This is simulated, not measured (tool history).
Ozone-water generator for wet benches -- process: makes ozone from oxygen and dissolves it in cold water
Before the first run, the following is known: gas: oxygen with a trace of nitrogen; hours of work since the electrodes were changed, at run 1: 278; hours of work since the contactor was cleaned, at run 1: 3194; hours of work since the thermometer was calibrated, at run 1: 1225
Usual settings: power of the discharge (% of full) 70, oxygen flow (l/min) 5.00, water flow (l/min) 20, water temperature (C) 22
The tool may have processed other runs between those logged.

run,hour,power of the discharge (% of full),oxygen flow (l/min),water flow (l/min),water temperature (C),hours of work since the electrodes were changed,hours of work since the contactor was cleaned,hours of work since the thermometer was calibrated,dissolved ozone (ppm),ozone in the gas ahead of the water (g/m3)
1,0.0,70,5.00,20,22,278,3194,1225,15.6,159.5
2,126.9,70,5.00,20,22,360,3276,1307,15.7,159.9
3,301.4,70,5.00,20,22,473,3389,1420,15.9,160.2
4,390.2,70,5.00,20,22,531,3447,1478,15.6,159.4
5,508.4,70,5.00,20,14,607,3523,1554,17.5,160.2
6,662.2,70,5.00,20,14,707,3623,1654,17.5,160.6
7,811.2,70,5.00,20,14,803,3719,1750,17.7,161.9
8,944.1,70,5.00,20,14,889,3805,1836,17.7,159.8
# hour 1056.0: contactor cleaned
9,1131.4,70,7.04,20,22,1008,49,1955,15.2,128.8
10,1320.1,70,7.04,20,22,1130,171,2077,14.9,128.6
11,1495.1,70,5.00,20,24,1244,284,2190,15.3,162.3
12,1580.0,64,5.00,20,22,1299,339,2245,14.5,147.0
13,1747.3,87,5.00,20,22,1407,448,2354,19.2,195.5
14,1913.5,70,8.04,20,22,1515,555,2461,14.7,120.3
15,2049.7,91,5.00,23,16,1603,644,2550,19.1,204.3
16,2200.9,91,5.00,23,16,1701,741,2648,19.1,201.5
17,2293.1,44,5.00,20,16,1760,801,2707,11.3,105.6
18,2436.4,70,3.78,17,17,1853,894,2800,19.7,189.2
19,2570.1,70,2.69,20,22,1940,981,2887,15.7,235.6
20,2755.4,70,2.69,20,22,2060,1101,3007,15.9,233.0
21,2910.2,49,8.16,14,24,2160,1201,3107,13.1,86.6
22,2994.2,76,6.90,20,22,2215,1255,3161,16.3,141.6
23,3087.0,88,5.60,15,22,2275,1315,3221,23.7,182.4
# hour 3164.0: water thermometer calibrated
24,3229.1,53,5.00,20,22,2366,1407,42,12.3,123.8
25,3346.5,89,4.44,20,19,2442,1483,118,20.7,215.2
26,3521.0,70,3.92,19,23,2555,1596,231,16.3,184.8
27,3633.7,70,3.92,19,23,2628,1669,304,16.3,186.1
28,3736.3,70,2.86,20,22,2695,1735,371,16.0,225.2

Below are 5 alternative next runs, each starting from the tool's condition after run 28. Predict each:
A,3822.3,70,5.78,27,16,2751,1791,426,?,?
B,3822.3,41,5.00,20,16,2751,1791,426,?,?
C,3822.3,70,5.00,23,22,2751,1791,426,?,?
D,3822.3,48,7.43,20,22,2751,1791,426,?,?
E,3822.3,98,4.60,31,22,2751,1791,426,?,?

run,dissolved ozone (ppm),ozone in the gas ahead of the water (g/m3)
A,13.0,145.7
B,10.5,97.6
C,13.9,158.8
D,10.5,89.5
E,14.1,226.3
Take away the tool's hidden state, keep each run's random variation, and the runs would have read:
run,dissolved ozone (ppm),ozone in the gas ahead of the water (g/m3)
A,13.0,145.8
B,10.5,97.6
C,14.0,158.9
D,10.5,89.5
E,14.1,226.5
